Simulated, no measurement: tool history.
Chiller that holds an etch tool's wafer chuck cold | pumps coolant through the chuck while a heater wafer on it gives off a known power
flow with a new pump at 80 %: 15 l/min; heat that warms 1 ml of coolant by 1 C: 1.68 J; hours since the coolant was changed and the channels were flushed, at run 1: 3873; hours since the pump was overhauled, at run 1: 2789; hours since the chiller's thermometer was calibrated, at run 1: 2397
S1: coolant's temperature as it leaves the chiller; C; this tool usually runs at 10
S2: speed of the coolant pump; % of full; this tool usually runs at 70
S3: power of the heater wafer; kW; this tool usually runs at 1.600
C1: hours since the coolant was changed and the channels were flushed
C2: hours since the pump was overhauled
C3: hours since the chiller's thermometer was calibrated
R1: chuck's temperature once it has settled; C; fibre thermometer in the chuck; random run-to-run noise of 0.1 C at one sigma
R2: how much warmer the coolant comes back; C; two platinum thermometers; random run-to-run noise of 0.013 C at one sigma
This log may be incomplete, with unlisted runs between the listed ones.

Run 1, day 0.000: usual settings; C1 3873; C2 2789; C3 2397. Result: R1 29.7 C, R2 4.51 C.
Run 2, day 4.029: usual settings; C1 3970; C2 2886; C3 2494. Result: R1 29.8 C, R2 4.52 C.
Run 3, day 6.162: usual settings; C1 4021; C2 2937; C3 2545. Result: R1 29.9 C, R2 4.54 C.
Run 4, day 8.742: usual settings but S2 63 % of full; C1 4083; C2 2999; C3 2607. Result: R1 32.1 C, R2 5.08 C.
Run 5, day 12.096: usual settings but S2 63 % of full; C1 4164; C2 3079; C3 2688. Result: R1 32.2 C, R2 5.08 C.
Run 6, day 14.850: usual settings but S2 63 % of full; C1 4230; C2 3145; C3 2754. Result: R1 32.1 C, R2 5.10 C.
At day 15.567: chiller's thermometer calibrated.
At day 16.942: coolant changed, channels flushed.
Run 7, day 19.846: usual settings but S2 63 % of full; C1 70; C2 3258; C3 97. Result: R1 28.8 C, R2 5.09 C.
Run 8, day 23.704: usual settings but S1 0 C; C1 162; C2 3351; C3 189. Result: R1 17.0 C, R2 4.55 C.
Run 9, day 26.533: usual settings but S3 2.126 kW; C1 230; C2 3419; C3 257. Result: R1 32.8 C, R2 6.08 C.
Run 10, day 31.392: usual settings but S3 2.126 kW; C1 347; C2 3535; C3 374. Result: R1 32.9 C, R2 6.07 C.
Run 11, day 36.146: usual settings; C1 461; C2 3650; C3 488. Result: R1 27.2 C, R2 4.57 C.
At day 36.721: coolant pump overhauled.
Run 12, day 40.888: usual settings; C1 570; C2 100; C3 597. Result: R1 27.6 C, R2 4.62 C.
Run 13, day 45.762: usual settings; C1 687; C2 217; C3 714. Result: R1 27.7 C, R2 4.65 C.
Run 14, day 50.188: usual settings but S1 9 C; C1 793; C2 323; C3 820. Result: R1 26.6 C, R2 4.63 C.
Run 15, day 53.196: usual settings but S1 8 C, S2 67 % of full, S3 0.891 kW; C1 865; C2 395; C3 892. Result: R1 18.4 C, R2 2.70 C.
Run 16, day 57.208: usual settings but S1 1 C, S3 2.256 kW; C1 961; C2 492; C3 988. Result: R1 26.3 C, R2 6.57 C.
Run 17, day 60.342: usual settings but S1 20 C, S2 100 % of full, S3 1.370 kW; C1 1037; C2 567; C3 1064. Result: R1 30.9 C, R2 2.76 C.
Run 18, day 62.754: usual settings but S1 20 C, S2 100 % of full, S3 1.370 kW; C1 1094; C2 625; C3 1121. Result: R1 31.1 C, R2 2.74 C.
At day 64.525: coolant pump overhauled, once more.
Run 19, day 66.500: usual settings but S1 20 C, S2 100 % of full, S3 1.370 kW; C1 1179; C2 47; C3 1206. Result: R1 30.3 C, R2 2.55 C.
Run 20, day 69.367: usual settings but S1 20 C, S2 100 % of full, S3 1.370 kW; C1 1248; C2 116; C3 1275. Result: R1 30.5 C, R2 2.55 C.
Run 21, day 73.788: usual settings but S1 20 C, S2 100 % of full, S3 1.370 kW; C1 1354; C2 222; C3 1381. Result: R1 30.6 C, R2 2.57 C.
Run 22, day 78.550: usual settings but S1 16 C, S2 92 % of full, S3 1.370 kW; C1 1469; C2 337; C3 1496. Result: R1 27.6 C, R2 2.82 C.
Run 23, day 80.829: usual settings but S1 16 C, S2 92 % of full, S3 1.370 kW; C1 1523; C2 391; C3 1550. Result: R1 27.6 C, R2 2.81 C.
Run 24, day 83.746: usual settings but S1 16 C, S2 92 % of full, S3 1.218 kW; C1 1593; C2 461; C3 1620. Result: R1 26.3 C, R2 2.50 C.
Run 25, day 86.104: usual settings but S1 20 C, S2 63 % of full; C1 1650; C2 518; C3 1677. Result: R1 39.6 C, R2 4.97 C.
Run 26, day 88.517: usual settings but S1 20 C, S2 63 % of full; C1 1708; C2 576; C3 1735. Result: R1 39.4 C, R2 4.93 C.
Run 27, day 92.008: usual settings but S1 19 C, S3 1.104 kW; C1 1792; C2 660; C3 1819. Result: R1 31.1 C, R2 3.05 C.

Branching from run 27: 3 alternative next runs. What would each branch give?
Run A, day 94.583: usual settings but S1 20 C, S2 82 % of full, S3 0.811 kW; C1 1853; C2 721; C3 1880. Result: R1 ?, R2 ?.
Run B, day 94.583: usual settings but S1 3 C, S2 75 % of full, S3 2.236 kW; C1 1853; C2 721; C3 1880. Result: R1 ?, R2 ?.
Run C, day 94.583: usual settings but S1 11 C; C1 1853; C2 721; C3 1880. Result: R1 ?, R2 ?.

run    R1    R2
  A  27.9  1.89
  B  26.1  5.71
  C  28.8  4.40
With the hidden condition removed and each run's random variation left untouched, the same runs would have given:
run    R1    R2
  A  27.2  1.88
  B  24.5  5.68
  C  27.5  4.37
